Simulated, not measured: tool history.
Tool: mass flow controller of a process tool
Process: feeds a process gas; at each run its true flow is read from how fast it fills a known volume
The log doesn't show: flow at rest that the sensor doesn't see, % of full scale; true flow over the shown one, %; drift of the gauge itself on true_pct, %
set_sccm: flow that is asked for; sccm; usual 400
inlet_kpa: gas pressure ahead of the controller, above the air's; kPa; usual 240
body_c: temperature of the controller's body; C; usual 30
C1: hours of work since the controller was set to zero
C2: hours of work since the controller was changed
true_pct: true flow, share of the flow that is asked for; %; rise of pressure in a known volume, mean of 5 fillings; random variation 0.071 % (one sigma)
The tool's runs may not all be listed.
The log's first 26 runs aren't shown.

run 27 hour=2172.5 | set_sccm=62 inlet_kpa=204 body_c=39 | C1=2209 C2=2209 | true_pct=103.85
run 28 hour=2254.3 | set_sccm=62 inlet_kpa=204 body_c=39 | C1=2270 C2=2270 | true_pct=104.06
run 29 hour=2318.4 | set_sccm=61 inlet_kpa=240 body_c=32 | C1=2318 C2=2318 | true_pct=103.8
run 30 hour=2429.6 | set_sccm=400 inlet_kpa=240 body_c=31 | C1=2402 C2=2402 | true_pct=102.31
run 31 hour=2500.5 | set_sccm=417 inlet_kpa=231 body_c=22 | C1=2455 C2=2455 | true_pct=101.49
run 32 hour=2573.6 | set_sccm=400 inlet_kpa=240 body_c=39 | C1=2510 C2=2510 | true_pct=102.98
run 33 hour=2636.2 | set_sccm=200 inlet_kpa=263 body_c=30 | C1=2556 C2=2556 | true_pct=102.18
run 34 hour=2744.2 | set_sccm=400 inlet_kpa=260 body_c=34 | C1=2637 C2=2637 | true_pct=102.91
run 35 hour=2823.2 | set_sccm=51 inlet_kpa=207 body_c=32 | C1=2697 C2=2697 | true_pct=105.04
run 36 hour=2937.8 | set_sccm=406 inlet_kpa=197 body_c=27 | C1=2783 C2=2783 | true_pct=101.93
run 37 hour=3046.2 | set_sccm=166 inlet_kpa=230 body_c=27 | C1=2864 C2=2864 | true_pct=102.16
run 38 hour=3150.7 | set_sccm=166 inlet_kpa=230 body_c=27 | C1=2942 C2=2942 | true_pct=102.17
run 39 hour=3266.8 | set_sccm=166 inlet_kpa=230 body_c=39 | C1=3029 C2=3029 | true_pct=103.32
run 40 hour=3373.5 | set_sccm=94 inlet_kpa=262 body_c=24 | C1=3109 C2=3109 | true_pct=103.28
run 41 hour=3463 | set_sccm=94 inlet_kpa=262 body_c=24 | C1=3176 C2=3176 | true_pct=103.31
run 42 hour=3523.7 | set_sccm=273 inlet_kpa=158 body_c=24 | C1=3222 C2=3222 | true_pct=101.4
run 43 hour=3577.4 | set_sccm=298 inlet_kpa=240 body_c=40 | C1=3262 C2=3262 | true_pct=103.47
run 44 hour=3631.6 | set_sccm=400 inlet_kpa=240 body_c=25 | C1=3303 C2=3303 | true_pct=102.44
run 45 hour=3740 | set_sccm=400 inlet_kpa=240 body_c=25 | C1=3384 C2=3384 | true_pct=102.39

Forecast each of these 5 alternatives for the next run:
run A hour=3791.9 | set_sccm=122 inlet_kpa=240 body_c=22 | C1=3423 C2=3423 | true_pct=?
run B hour=3791.9 | set_sccm=400 inlet_kpa=240 body_c=31 | C1=3423 C2=3423 | true_pct=?
run C hour=3791.9 | set_sccm=400 inlet_kpa=140 body_c=25 | C1=3423 C2=3423 | true_pct=?
run D hour=3791.9 | set_sccm=344 inlet_kpa=192 body_c=39 | C1=3423 C2=3423 | true_pct=?
run E hour=3791.9 | set_sccm=235 inlet_kpa=153 body_c=25 | C1=3423 C2=3423 | true_pct=?

run=A true_pct=102.83
run=B true_pct=103.14
run=C true_pct=101.95
run=D true_pct=103.29
run=E true_pct=101.75
Without the tool's hidden state the same runs would have given:
run=A true_pct=98.28
run=B true_pct=100.38
run=C true_pct=99.2
run=D true_pct=100.41
run=E true_pct=98.44

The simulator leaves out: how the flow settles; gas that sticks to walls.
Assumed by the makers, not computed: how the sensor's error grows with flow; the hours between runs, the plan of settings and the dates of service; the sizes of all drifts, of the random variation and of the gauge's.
